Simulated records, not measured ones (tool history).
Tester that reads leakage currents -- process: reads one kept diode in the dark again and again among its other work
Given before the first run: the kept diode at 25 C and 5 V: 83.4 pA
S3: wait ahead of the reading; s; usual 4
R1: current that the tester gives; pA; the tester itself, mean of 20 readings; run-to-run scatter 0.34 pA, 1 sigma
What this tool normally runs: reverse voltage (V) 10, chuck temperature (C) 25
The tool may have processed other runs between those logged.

Run 1, hour 0: usual settings. Result: R1 126.16 pA.
Run 2, hour 44.2: usual settings. Result: R1 126.5 pA.
Run 3, hour 76.7: usual settings. Result: R1 127.76 pA.
Run 4, hour 133.2: usual settings. Result: R1 128.04 pA.
Run 5, hour 193.7: usual settings but S3 0.73 s. Result: R1 129.22 pA.
Run 6, hour 262.5: usual settings. Result: R1 127.45 pA.
Run 7, hour 304.7: usual settings. Result: R1 127.3 pA.
Run 8, hour 336.8: usual settings but chuck temperature (C) 40. Result: R1 361.47 pA.
Run 9, hour 403: usual settings but chuck temperature (C) 40. Result: R1 362.56 pA.
Run 10, hour 457.5: usual settings but chuck temperature (C) 40. Result: R1 361.62 pA.
Run 11, hour 487: usual settings but reverse voltage (V) 2.7, S3 6.3 s. Result: R1 67.65 pA.
Run 12, hour 523.4: usual settings but reverse voltage (V) 2.7, chuck temperature (C) 23, S3 7.43 s. Result: R1 58.3 pA.
At hour 571.9: probe card cleaned and baked.
Run 13, hour 575.4: usual settings but reverse voltage (V) 2.7, chuck temperature (C) 23, S3 7.43 s. Result: R1 51.47 pA.
Run 14, hour 606.9: usual settings but reverse voltage (V) 2.7, chuck temperature (C) 23, S3 7.43 s. Result: R1 51.42 pA.
Run 15, hour 665.7: usual settings but reverse voltage (V) 2.7, chuck temperature (C) 23, S3 7.43 s. Result: R1 51.82 pA.
Run 16, hour 736.6: usual settings but reverse voltage (V) 2.7, chuck temperature (C) 23, S3 7.43 s. Result: R1 51.69 pA.
Run 17, hour 782.7: usual settings but reverse voltage (V) 2.7, chuck temperature (C) 57, S3 3.37 s. Result: R1 669.62 pA.
Run 18, hour 823.6: usual settings but reverse voltage (V) 6, chuck temperature (C) 23, S3 0.79 s. Result: R1 72.85 pA.

5 ways to go on from here, each from the tool as it stands after run 18. What would each give?
Run A, hour 878.1: usual settings but reverse voltage (V) 6, chuck temperature (C) 23, S3 2.61 s. Result: R1 ?.
Run B, hour 878.1: usual settings but reverse voltage (V) 10.5, chuck temperature (C) 46, S3 1.55 s. Result: R1 ?.
Run C, hour 878.1: usual settings but reverse voltage (V) 3.4, S3 0.99 s. Result: R1 ?.
Run D, hour 878.1: usual settings but reverse voltage (V) 17.4, chuck temperature (C) 23, S3 1.76 s. Result: R1 ?.
Run E, hour 878.1: usual settings but reverse voltage (V) 6, chuck temperature (C) 23, S3 0.79 s. Result: R1 ?.

run      R1
  A   71.64
  B  532.88
  C   67.66
  D  113.17
  E   73.21
With no hidden state in the tool, these same runs would have given:
run      R1
  A   76.23
  B  569.13
  C   72.39
  D  118.64
  E   77.84

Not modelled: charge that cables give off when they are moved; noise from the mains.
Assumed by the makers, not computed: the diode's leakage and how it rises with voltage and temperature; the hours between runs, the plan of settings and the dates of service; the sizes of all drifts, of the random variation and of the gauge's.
